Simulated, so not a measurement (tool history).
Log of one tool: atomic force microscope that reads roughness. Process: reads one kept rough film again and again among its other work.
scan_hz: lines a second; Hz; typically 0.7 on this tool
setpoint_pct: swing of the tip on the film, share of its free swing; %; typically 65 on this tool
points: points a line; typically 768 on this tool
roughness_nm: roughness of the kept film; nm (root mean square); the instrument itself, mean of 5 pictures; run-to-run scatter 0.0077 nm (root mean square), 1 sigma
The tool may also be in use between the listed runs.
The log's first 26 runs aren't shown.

run	hour	scan_hz	setpoint_pct	points	roughness_nm
27	212	0.997	81	768	1.166
28	219.8	3.618	79	882	1.066
29	224	3.618	79	882	1.045
30	232.2	0.84	62	577	1.16
31	238	0.84	62	577	1.161
32	243.1	1.924	73	407	1.087
33	248.4	1.924	78	407	1.048
34	255.5	0.571	78	790	1.1
35	263.6	0.706	65	768	1.098
36	271	1.701	65	322	1.032
37	279.1	1.701	65	322	1.018
38	285.2	1.287	60	322	1.022
39	289.6	1.287	60	322	1.024
40	293.9	1.427	65	838	1.02
# hour 299.5: new tip fitted
41	301.7	1.357	65	632	1.62
42	306.8	2.357	84	303	1.425
43	317.2	2.357	58	519	1.532
44	321.5	2.357	58	519	1.516

Each row is a separate what-if for the run after 44, all from the same tool condition, not one after another. Results?
A	331.2	0.639	60	690	?
B	331.2	0.7	57	768	?
C	331.2	2.328	58	519	?
D	331.2	2.357	76	519	?
E	331.2	1.032	55	1016	?

run	roughness_nm
A	1.503
B	1.51
C	1.487
D	1.409
E	1.51
Stripped of hidden state, with their random variation kept, the same runs would have yielded:
run	roughness_nm
A	1.652
B	1.66
C	1.634
D	1.547
E	1.659
